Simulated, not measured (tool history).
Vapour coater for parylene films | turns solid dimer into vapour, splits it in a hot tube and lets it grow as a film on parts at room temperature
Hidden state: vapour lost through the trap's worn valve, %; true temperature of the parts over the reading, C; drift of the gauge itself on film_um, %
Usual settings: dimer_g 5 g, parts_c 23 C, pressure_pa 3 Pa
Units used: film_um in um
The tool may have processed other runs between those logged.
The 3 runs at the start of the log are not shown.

| run | hour | dimer_g | parts_c | pressure_pa | hours of work since the trap's valve was overhauled | hours of work since the table's thermometer was calibrated | film_um |
|---|---|---|---|---|---|---|---|
| 4 | 91.9 | 5 | 29 | 8.55 | 64 | 405 | 2.86 |
| 5 | 121.2 | 5 | 23 | 11.68 | 76 | 417 | 3.08 |
| 6 | 143.4 | 5 | 23 | 11.68 | 86 | 427 | 3.08 |
| 7 | 184.1 | 5 | 23 | 11.68 | 103 | 444 | 3.07 |
| 8 | 211.7 | 5 | 23 | 11.68 | 115 | 456 | 3.03 |
| 9 | 232.4 | 5 | 23 | 11.68 | 124 | 465 | 3.06 |
| 10 | 271.6 | 5 | 23 | 11.68 | 141 | 482 | 3.09 |
| 11 | 298.6 | 5 | 23 | 11.68 | 152 | 493 | 3.08 |
| 12 | 337.8 | 5 | 23 | 3 | 169 | 510 | 3.77 |
| 13 | 355.9 | 5 | 23 | 3 | 177 | 518 | 3.77 |
| 14 | 393.3 | 5 | 23 | 2.05 | 193 | 534 | 3.98 |
| 15 | 416.1 | 5 | 23 | 2.05 | 203 | 544 | 4.04 |
| 16 | 450.6 | 5 | 23 | 2.05 | 217 | 558 | 4.07 |
| 17 | 479.6 | 5 | 23 | 2.05 | 230 | 571 | 4.01 |
| 18 | 498 | 4 | 23 | 11.25 | 238 | 579 | 2.5 |
| 19 | 529.8 | 4 | 23 | 11.25 | 251 | 592 | 2.42 |
| 20 | 568.6 | 3 | 23 | 4.11 | 268 | 609 | 2.14 |
|  | 576.2 | trap's valve overhauled |
| 21 | 593.1 | 2 | 23 | 3 | 7 | 618 | 1.52 |
| 22 | 626.4 | 6 | 30 | 11.98 | 22 | 632 | 3.14 |
| 23 | 664.5 | 4 | 23 | 2.82 | 38 | 648 | 3.1 |
| 24 | 684.3 | 5 | 20 | 3 | 46 | 657 | 4.12 |
| 25 | 701.6 | 5 | 20 | 3 | 54 | 664 | 4.15 |
| 26 | 734.8 | 6 | 31 | 2.93 | 68 | 678 | 3.82 |

Run 27, settings as shown, results not yet in. Your forecast:
| 27 | 757.4 | 4 | 29 | 3 | 78 | 688 | ? |

Run 27 gave film_um 2.67 um.
On a tool with no hidden condition, and with the same random variation, this run would have come out at film_um 2.67 um.
